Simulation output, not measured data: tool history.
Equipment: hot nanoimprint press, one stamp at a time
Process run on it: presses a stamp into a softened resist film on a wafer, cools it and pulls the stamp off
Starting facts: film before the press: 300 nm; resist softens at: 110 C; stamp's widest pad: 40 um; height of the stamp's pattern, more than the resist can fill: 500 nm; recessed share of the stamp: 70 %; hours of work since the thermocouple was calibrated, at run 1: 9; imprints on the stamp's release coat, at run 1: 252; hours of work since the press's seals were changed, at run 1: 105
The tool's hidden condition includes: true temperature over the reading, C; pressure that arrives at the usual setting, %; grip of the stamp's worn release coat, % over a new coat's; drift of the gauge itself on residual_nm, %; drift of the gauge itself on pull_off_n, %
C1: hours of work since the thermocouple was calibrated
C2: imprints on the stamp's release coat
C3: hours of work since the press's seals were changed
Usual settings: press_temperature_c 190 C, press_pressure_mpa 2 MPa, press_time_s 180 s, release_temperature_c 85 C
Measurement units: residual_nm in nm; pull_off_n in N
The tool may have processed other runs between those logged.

Run 1, hour 0: usual settings; C1 9; C2 252; C3 105. Result: residual_nm 116.5 nm, pull_off_n 248 N.
Run 2, hour 11.2: usual settings; C1 15; C2 280; C3 111. Result: residual_nm 115.8 nm, pull_off_n 249 N.
Run 3, hour 23.3: usual settings; C1 22; C2 310; C3 118. Result: residual_nm 116.3 nm, pull_off_n 253 N.
Run 4, hour 45.3: usual settings but release_temperature_c 79 C; C1 34; C2 364; C3 130. Result: residual_nm 116.9 nm, pull_off_n 278 N.
Run 5, hour 64.6: usual settings but release_temperature_c 79 C; C1 45; C2 412; C3 141. Result: residual_nm 117.9 nm, pull_off_n 289 N.
Run 6, hour 84.2: usual settings but release_temperature_c 79 C; C1 56; C2 461; C3 152. Result: residual_nm 117.9 nm, pull_off_n 290 N.
Run 7, hour 104.7: usual settings; C1 68; C2 512; C3 163. Result: residual_nm 118 nm, pull_off_n 264 N.
Run 8, hour 124.3: usual settings; C1 78; C2 560; C3 174. Result: residual_nm 118.2 nm, pull_off_n 264 N.
Run 9, hour 143.5: usual settings; C1 89; C2 608; C3 185. Result: residual_nm 119.5 nm, pull_off_n 263 N.
Run 10, hour 161.2: usual settings; C1 99; C2 651; C3 195. Result: residual_nm 119.3 nm, pull_off_n 266 N.
At hour 171.3: stamp cleaned and given a new release coat.
Run 11, hour 191.5: usual settings; C1 113; C2 50; C3 208. Result: residual_nm 119.1 nm, pull_off_n 240 N.
Run 12, hour 212.3: usual settings but press_pressure_mpa 1.31 MPa, release_temperature_c 86 C; C1 124; C2 101; C3 220. Result: residual_nm 150 nm, pull_off_n 238 N.
Run 13, hour 234.1: usual settings but press_pressure_mpa 1.31 MPa, release_temperature_c 86 C; C1 136; C2 155; C3 232. Result: residual_nm 150.1 nm, pull_off_n 239 N.
Run 14, hour 258.2: usual settings but press_pressure_mpa 1.31 MPa, release_temperature_c 86 C; C1 150; C2 215; C3 245. Result: residual_nm 150.8 nm, pull_off_n 249 N.
Run 15, hour 270.4: usual settings but press_pressure_mpa 1.52 MPa, press_time_s 120 s, release_temperature_c 84 C; C1 156; C2 245; C3 252. Result: residual_nm 159.1 nm, pull_off_n 252 N.
Run 16, hour 286: usual settings but press_pressure_mpa 1.87 MPa, press_time_s 161 s; C1 165; C2 284; C3 261. Result: residual_nm 129.9 nm, pull_off_n 248 N.

Estimate the outcome of run 17 from the log above:
Run 17, hour 307.5: usual settings but press_pressure_mpa 1.87 MPa, press_time_s 161 s; C1 177; C2 337; C3 273. Result: residual_nm ?, pull_off_n ?.

{"run 17": {"residual_nm": 130.1, "pull_off_n": 254}}
With no hidden state in the tool, this same run would have given residual_nm 125.5 nm, pull_off_n 235 N.
